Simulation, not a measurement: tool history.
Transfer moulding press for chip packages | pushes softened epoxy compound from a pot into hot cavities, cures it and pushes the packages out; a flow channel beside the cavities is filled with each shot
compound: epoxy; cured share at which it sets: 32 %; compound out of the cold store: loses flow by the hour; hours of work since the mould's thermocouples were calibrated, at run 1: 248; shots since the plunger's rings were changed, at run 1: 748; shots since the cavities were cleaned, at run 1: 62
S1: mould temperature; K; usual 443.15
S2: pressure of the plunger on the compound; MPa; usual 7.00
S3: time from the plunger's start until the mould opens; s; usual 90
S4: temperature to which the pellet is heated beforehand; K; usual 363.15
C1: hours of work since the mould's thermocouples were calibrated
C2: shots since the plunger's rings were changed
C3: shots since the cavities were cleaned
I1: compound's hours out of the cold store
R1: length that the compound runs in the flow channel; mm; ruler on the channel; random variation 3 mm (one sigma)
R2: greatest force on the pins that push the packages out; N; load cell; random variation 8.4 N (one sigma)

run 1 hour=0.0 | S1=443.15 S2=7.00 S3=90 S4=363.15 | C1=248 C2=748 C3=62 | I1=15.8 | R1=576 R2=458
run 2 hour=11.3 | S1=443.15 S2=7.00 S3=90 S4=363.15 | C1=255 C2=911 C3=225 | I1=36.5 | R1=511 R2=539
run 3 hour=19.8 | S1=443.15 S2=7.00 S3=90 S4=363.15 | C1=261 C2=1034 C3=348 | I1=17.9 | R1=563 R2=629
run 4 hour=30.2 | S1=443.15 S2=7.00 S3=90 S4=363.15 | C1=268 C2=1185 C3=499 | I1=33.9 | R1=517 R2=692
run 5 hour=37.7 | S1=443.15 S2=7.00 S3=100 S4=363.15 | C1=273 C2=1293 C3=607 | I1=44.2 | R1=494 R2=590
-- hour=44.7 cavities cleaned with cleaning compound and waxed
run 6 hour=49.3 | S1=443.15 S2=7.00 S3=100 S4=363.15 | C1=280 C2=1440 C3=67 | I1=18.8 | R1=562 R2=382
run 7 hour=55.7 | S1=443.15 S2=8.19 S3=100 S4=363.15 | C1=284 C2=1532 C3=159 | I1=10.5 | R1=640 R2=453
run 8 hour=66.8 | S1=443.15 S2=8.19 S3=100 S4=363.15 | C1=291 C2=1693 C3=320 | I1=33.7 | R1=558 R2=505
run 9 hour=77.0 | S1=443.15 S2=8.19 S3=100 S4=363.15 | C1=298 C2=1842 C3=469 | I1=33.8 | R1=553 R2=572
run 10 hour=87.2 | S1=443.15 S2=8.19 S3=100 S4=363.15 | C1=305 C2=1988 C3=615 | I1=33.1 | R1=556 R2=625
-- hour=94.3 cavities cleaned with cleaning compound and waxed
run 11 hour=95.0 | S1=443.15 S2=8.19 S3=100 S4=363.15 | C1=309 C2=2080 C3=11 | I1=35.6 | R1=548 R2=337
run 12 hour=103.8 | S1=443.15 S2=7.00 S3=90 S4=363.15 | C1=315 C2=2208 C3=139 | I1=38.9 | R1=498 R2=483
run 13 hour=109.6 | S1=449.15 S2=7.00 S3=90 S4=363.15 | C1=318 C2=2291 C3=222 | I1=39.1 | R1=485 R2=437
run 14 hour=117.2 | S1=449.15 S2=7.00 S3=90 S4=363.15 | C1=323 C2=2402 C3=333 | I1=10.1 | R1=580 R2=483
run 15 hour=124.9 | S1=449.15 S2=7.00 S3=90 S4=363.15 | C1=329 C2=2513 C3=444 | I1=24.8 | R1=531 R2=520

Run 16 comes next. What will it give?
run 16 hour=133.5 | S1=443.15 S2=7.00 S3=90 S4=363.15 | C1=334 C2=2638 C3=569 | I1=21.3 | R1=? R2=?

Run 16 gave R1 547 mm, R2 724 N.
Without the tool's hidden state the same run would have given R1 561 mm, R2 386 N.

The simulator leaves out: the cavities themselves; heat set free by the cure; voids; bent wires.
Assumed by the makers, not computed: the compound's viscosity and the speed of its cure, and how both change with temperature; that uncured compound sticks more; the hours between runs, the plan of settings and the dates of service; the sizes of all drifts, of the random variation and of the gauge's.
